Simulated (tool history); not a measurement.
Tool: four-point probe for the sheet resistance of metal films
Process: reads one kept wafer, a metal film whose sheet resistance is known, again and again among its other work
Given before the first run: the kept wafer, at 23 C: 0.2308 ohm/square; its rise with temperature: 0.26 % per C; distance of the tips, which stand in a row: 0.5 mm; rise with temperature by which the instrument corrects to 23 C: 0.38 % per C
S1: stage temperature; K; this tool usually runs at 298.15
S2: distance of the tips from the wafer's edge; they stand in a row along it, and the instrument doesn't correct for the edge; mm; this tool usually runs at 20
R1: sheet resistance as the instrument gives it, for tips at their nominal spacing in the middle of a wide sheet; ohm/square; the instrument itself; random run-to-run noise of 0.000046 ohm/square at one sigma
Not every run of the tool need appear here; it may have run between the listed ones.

| run | hour | S1 | S2 | R1 |
|---|---|---|---|---|
| 1 | 0.0 | 298.15 | 20 | 0.230379 |
| 2 | 16.8 | 298.15 | 9 | 0.230732 |
|  | 22.1 | new probe head fitted |
| 3 | 28.6 | 298.15 | 9 | 0.230629 |
| 4 | 42.0 | 298.15 | 9 | 0.230565 |
| 5 | 60.3 | 298.15 | 20 | 0.230382 |
| 6 | 72.2 | 298.15 | 20 | 0.230368 |
| 7 | 82.5 | 298.15 | 5 | 0.231509 |
| 8 | 92.3 | 296.15 | 20 | 0.230848 |
| 9 | 103.8 | 298.15 | 20 | 0.230388 |
| 10 | 113.3 | 304.15 | 20 | 0.228777 |
| 11 | 125.1 | 298.15 | 20 | 0.230450 |
| 12 | 136.0 | 298.15 | 38 | 0.230249 |
| 13 | 145.1 | 298.15 | 8 | 0.230773 |
| 14 | 152.6 | 298.15 | 24 | 0.230277 |
| 15 | 165.4 | 298.15 | 24 | 0.230316 |
| 16 | 173.0 | 298.15 | 24 | 0.230354 |
| 17 | 181.4 | 298.15 | 24 | 0.230382 |
| 18 | 197.1 | 298.15 | 24 | 0.230260 |
| 19 | 205.0 | 298.15 | 24 | 0.230326 |
| 20 | 221.0 | 306.15 | 24 | 0.228264 |
| 21 | 229.5 | 298.15 | 20 | 0.230375 |
| 22 | 242.2 | 298.15 | 20 | 0.230328 |
| 23 | 251.0 | 298.15 | 12 | 0.230441 |
| 24 | 268.0 | 295.15 | 11 | 0.231417 |
| 25 | 283.0 | 303.15 | 3 | 0.232309 |
| 26 | 297.7 | 306.15 | 11 | 0.228472 |
| 27 | 315.8 | 305.15 | 16 | 0.228584 |
| 28 | 325.3 | 305.15 | 16 | 0.228510 |
| 29 | 342.3 | 305.15 | 16 | 0.228581 |
| 30 | 355.6 | 298.15 | 11 | 0.230565 |
| 31 | 371.0 | 299.15 | 9 | 0.230400 |
| 32 | 384.2 | 301.15 | 4 | 0.231370 |
| 33 | 400.7 | 307.15 | 4 | 0.229860 |
| 34 | 411.0 | 302.15 | 7 | 0.229881 |
| 35 | 427.3 | 305.15 | 31 | 0.228535 |
| 36 | 444.7 | 305.15 | 31 | 0.228526 |
| 37 | 453.9 | 305.15 | 31 | 0.228536 |
| 38 | 468.9 | 305.15 | 31 | 0.228429 |
| 39 | 479.4 | 305.15 | 14 | 0.228678 |
| 40 | 491.8 | 297.15 | 4 | 0.232442 |
| 41 | 510.0 | 297.15 | 4 | 0.232468 |
| 42 | 519.6 | 302.15 | 20 | 0.229342 |
| 43 | 530.0 | 296.15 | 14 | 0.230961 |
| 44 | 539.4 | 291.15 | 23 | 0.232311 |
| 45 | 554.8 | 305.15 | 4 | 0.230401 |

Each row is a separate what-if for the run after 45, all from the same tool condition, not one after another. Results?
| A | 567.3 | 304.15 | 4 | ? |
| B | 567.3 | 299.15 | 22 | ? |
| C | 567.3 | 291.15 | 30 | ? |
| D | 567.3 | 306.15 | 4 | ? |

| run | R1 |
|---|---|
| A | 0.230574 |
| B | 0.230086 |
| C | 0.232201 |
| D | 0.230167 |
With no hidden state in the tool, these same runs would have given:
| run | R1 |
|---|---|
| A | 0.230546 |
| B | 0.230059 |
| C | 0.232174 |
| D | 0.230139 |

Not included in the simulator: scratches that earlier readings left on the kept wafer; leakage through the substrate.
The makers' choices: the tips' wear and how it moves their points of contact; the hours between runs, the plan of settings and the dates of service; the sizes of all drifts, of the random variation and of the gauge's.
